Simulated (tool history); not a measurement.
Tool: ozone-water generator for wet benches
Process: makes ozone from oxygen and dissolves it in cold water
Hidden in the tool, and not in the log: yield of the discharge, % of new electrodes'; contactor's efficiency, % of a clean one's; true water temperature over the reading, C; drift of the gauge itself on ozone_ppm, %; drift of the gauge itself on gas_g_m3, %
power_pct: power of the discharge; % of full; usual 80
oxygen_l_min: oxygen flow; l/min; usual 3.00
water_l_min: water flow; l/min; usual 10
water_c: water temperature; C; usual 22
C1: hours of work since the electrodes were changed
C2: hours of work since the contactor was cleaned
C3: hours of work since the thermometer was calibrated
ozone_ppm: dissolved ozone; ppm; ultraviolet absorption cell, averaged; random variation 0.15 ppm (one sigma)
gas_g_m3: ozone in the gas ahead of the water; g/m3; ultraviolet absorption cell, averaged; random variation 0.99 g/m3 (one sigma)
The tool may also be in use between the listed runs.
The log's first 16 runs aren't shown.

Run 17, day 26.475: usual settings but oxygen_l_min 3.96 l/min, water_l_min 7 l/min; C1 980; C2 3754; C3 844. Result: ozone_ppm 24.8 ppm, gas_g_m3 156.5 g/m3.
Run 18, day 28.088: usual settings but power_pct 63 % of full, oxygen_l_min 2.16 l/min, water_l_min 7 l/min, water_c 21 C; C1 1005; C2 3779; C3 868. Result: ozone_ppm 20.3 ppm, gas_g_m3 157.6 g/m3.
Run 19, day 29.446: usual settings but power_pct 74 % of full, water_l_min 15 l/min, water_c 17 C; C1 1026; C2 3800; C3 889. Result: ozone_ppm 13.1 ppm, gas_g_m3 158.5 g/m3.
Run 20, day 30.804: usual settings but power_pct 51 % of full, oxygen_l_min 4.58 l/min, water_l_min 8 l/min, water_c 17 C; C1 1047; C2 3820; C3 910. Result: ozone_ppm 17.3 ppm, gas_g_m3 100.1 g/m3.
Run 21, day 31.688: usual settings but oxygen_l_min 3.48 l/min, water_l_min 13 l/min, water_c 16 C; C1 1060; C2 3834; C3 923. Result: ozone_ppm 17.0 ppm, gas_g_m3 162.7 g/m3.
Run 22, day 32.733: usual settings but power_pct 88 % of full, oxygen_l_min 2.14 l/min, water_l_min 14 l/min, water_c 16 C; C1 1076; C2 3850; C3 939. Result: ozone_ppm 14.6 ppm, gas_g_m3 209.3 g/m3.
Run 23, day 34.854: usual settings but power_pct 72 % of full, oxygen_l_min 2.63 l/min, water_c 27 C; C1 1108; C2 3882; C3 972. Result: ozone_ppm 16.2 ppm, gas_g_m3 163.4 g/m3.
Run 24, day 35.771: usual settings but power_pct 43 % of full, oxygen_l_min 2.63 l/min, water_l_min 12 l/min, water_c 27 C; C1 1122; C2 3896; C3 986. Result: ozone_ppm 8.6 ppm, gas_g_m3 103.9 g/m3.
Run 25, day 37.342: usual settings but power_pct 64 % of full, oxygen_l_min 3.41 l/min, water_l_min 12 l/min, water_c 18 C; C1 1146; C2 3920; C3 1010. Result: ozone_ppm 14.8 ppm, gas_g_m3 135.2 g/m3.
Run 26, day 38.221: usual settings but oxygen_l_min 2.62 l/min, water_c 24 C; C1 1160; C2 3934; C3 1023. Result: ozone_ppm 18.1 ppm, gas_g_m3 180.1 g/m3.
Run 27, day 39.288: usual settings but oxygen_l_min 2.40 l/min, water_c 19 C; C1 1176; C2 3950; C3 1039. Result: ozone_ppm 19.3 ppm, gas_g_m3 182.8 g/m3.
Run 28, day 41.042: usual settings but oxygen_l_min 2.40 l/min, water_c 20 C; C1 1203; C2 3977; C3 1066. Result: ozone_ppm 19.4 ppm, gas_g_m3 185.9 g/m3.
Run 29, day 43.146: usual settings but water_l_min 12 l/min; C1 1235; C2 4009; C3 1098. Result: ozone_ppm 16.2 ppm, gas_g_m3 172.6 g/m3.
Run 30, day 44.333: usual settings but oxygen_l_min 2.35 l/min, water_l_min 6 l/min; C1 1253; C2 4027; C3 1116. Result: ozone_ppm 27.2 ppm, gas_g_m3 184.1 g/m3.
Run 31, day 46.250: usual settings but power_pct 63 % of full, oxygen_l_min 2.47 l/min, water_l_min 6 l/min, water_c 17 C; C1 1282; C2 4056; C3 1146. Result: ozone_ppm 24.5 ppm, gas_g_m3 149.1 g/m3.
Run 32, day 48.167: usual settings but power_pct 55 % of full; C1 1312; C2 4086; C3 1175. Result: ozone_ppm 13.9 ppm, gas_g_m3 123.9 g/m3.

3 ways to go on from here, each from the tool as it stands after run 32. What would each give?
Run A, day 50.092: usual settings but oxygen_l_min 1.89 l/min, water_l_min 7 l/min; C1 1341; C2 4115; C3 1204. Result: ozone_ppm ?, gas_g_m3 ?.
Run B, day 50.092: usual settings but oxygen_l_min 4.07 l/min, water_l_min 9 l/min, water_c 20 C; C1 1341; C2 4115; C3 1204. Result: ozone_ppm ?, gas_g_m3 ?.
Run C, day 50.092: usual settings but power_pct 55 % of full, water_c 23 C; C1 1341; C2 4115; C3 1204. Result: ozone_ppm ?, gas_g_m3 ?.

run  ozone_ppm  gas_g_m3
  A       23.9     199.5
  B       22.1     154.9
  C       13.6     124.1
Without the tool's hidden state the same runs would have given:
run  ozone_ppm  gas_g_m3
  A       23.9     199.6
  B       22.1     154.9
  C       13.7     124.2
